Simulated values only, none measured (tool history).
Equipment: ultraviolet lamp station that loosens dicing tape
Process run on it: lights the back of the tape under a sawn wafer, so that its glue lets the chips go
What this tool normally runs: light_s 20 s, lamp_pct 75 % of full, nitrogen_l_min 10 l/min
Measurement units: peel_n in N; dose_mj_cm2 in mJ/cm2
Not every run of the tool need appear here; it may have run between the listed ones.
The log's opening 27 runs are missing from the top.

Run 28, hour 714.6: usual settings but lamp_pct 66 % of full. Result: peel_n 0.586 N, dose_mj_cm2 257 mJ/cm2.
Run 29, hour 739.3: usual settings but light_s 18 s, lamp_pct 89 % of full, nitrogen_l_min 17 l/min. Result: peel_n 0.215 N, dose_mj_cm2 310 mJ/cm2.
Run 30, hour 770.1: usual settings but light_s 16 s, lamp_pct 86 % of full, nitrogen_l_min 17 l/min. Result: peel_n 0.364 N, dose_mj_cm2 266 mJ/cm2.
Run 31, hour 791.3: usual settings but lamp_pct 82 % of full, nitrogen_l_min 6 l/min. Result: peel_n 0.576 N, dose_mj_cm2 312 mJ/cm2.
Run 32, hour 817.7: usual settings but light_s 13 s, lamp_pct 94 % of full, nitrogen_l_min 17 l/min. Result: peel_n 0.499 N, dose_mj_cm2 229 mJ/cm2.
Run 33, hour 844: usual settings but light_s 27 s, nitrogen_l_min 5 l/min. Result: peel_n 0.424 N, dose_mj_cm2 373 mJ/cm2.
Run 34, hour 867.9: usual settings but light_s 27 s, nitrogen_l_min 5 l/min. Result: peel_n 0.442 N, dose_mj_cm2 371 mJ/cm2.
Run 35, hour 891.1: usual settings but light_s 27 s, nitrogen_l_min 5 l/min. Result: peel_n 0.451 N, dose_mj_cm2 359 mJ/cm2.
Run 36, hour 906.4: usual settings but light_s 27 s, nitrogen_l_min 5 l/min. Result: peel_n 0.463 N, dose_mj_cm2 361 mJ/cm2.
Run 37, hour 936.9: usual settings but light_s 24 s, lamp_pct 82 % of full, nitrogen_l_min 3 l/min. Result: peel_n 0.87 N, dose_mj_cm2 347 mJ/cm2.

Run 38 is up next; what results do you expect?
Run 38, hour 973.2: usual settings but light_s 24 s, lamp_pct 73 % of full, nitrogen_l_min 6 l/min. Result: peel_n ?, dose_mj_cm2 ?.

Logged for run 38: peel_n 0.583 N, dose_mj_cm2 307 mJ/cm2.
The same run, on a tool lacking any hidden state, would have yielded peel_n 0.164 N, dose_mj_cm2 486 mJ/cm2.
